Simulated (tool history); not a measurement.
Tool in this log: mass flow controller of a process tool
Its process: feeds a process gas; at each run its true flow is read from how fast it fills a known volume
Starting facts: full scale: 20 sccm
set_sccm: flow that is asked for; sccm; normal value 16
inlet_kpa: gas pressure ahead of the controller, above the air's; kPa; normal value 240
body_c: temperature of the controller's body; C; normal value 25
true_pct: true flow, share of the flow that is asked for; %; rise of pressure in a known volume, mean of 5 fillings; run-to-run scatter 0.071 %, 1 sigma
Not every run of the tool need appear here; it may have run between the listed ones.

run	hour	set_sccm	inlet_kpa	body_c	true_pct
1	0.0	16	240	25	99.69
2	512.7	16	240	25	99.63
3	815.2	16	240	25	99.74
4	1084.6	16	240	25	99.69
5	1489.3	16	240	25	99.55
6	1767.7	16	240	25	99.64
7	2275.8	16	240	23	99.70
8	2500.8	16	240	23	99.73
9	2848.0	16	240	23	99.63
10	3215.7	16	240	23	99.62
11	3566.4	16	240	23	99.61
12	3834.0	16	240	25	99.31
13	4327.7	16	240	25	99.26
14	4634.7	16	240	25	99.27
15	4907.4	16	240	25	99.18
16	5291.4	16	240	25	99.17
17	5537.9	16	240	25	99.07
18	6080.2	6	224	30	97.02
19	6437.8	3	240	28	96.96
20	6834.6	7	240	20	98.27
21	7157.8	6	240	30	97.15
22	7613.2	11	205	34	97.10
23	7933.9	11	205	37	96.69
24	8288.2	11	264	37	97.19
25	8718.7	11	264	37	96.99
26	9213.6	16	240	24	98.85
27	9658.4	16	240	24	98.90
28	9886.9	16	240	24	98.78
29	10314.7	7	240	21	97.81
30	10794.5	10	141	21	97.36
31	11065.9	10	190	20	97.99
32	11589.6	13	151	36	96.26

Run by run, hidden condition taken away, random variation retained:
Hidden state at play: flow at rest that the sensor doesn't see, % of full scale; true flow over the shown one, %; drift of the gauge itself on true_pct, %.
run	true_pct
1	99.69
2	99.68
3	99.82
4	99.81
5	99.71
6	99.82
7	99.95
8	99.99
9	99.94
10	99.97
11	99.99
12	99.72
13	99.72
14	99.76
15	99.71
16	99.73
17	99.66
18	97.66
19	97.64
20	99.00
21	97.90
22	97.90
23	97.52
24	98.07
25	97.90
26	99.84
27	99.94
28	99.84
29	98.91
30	98.51
31	99.17
32	97.47
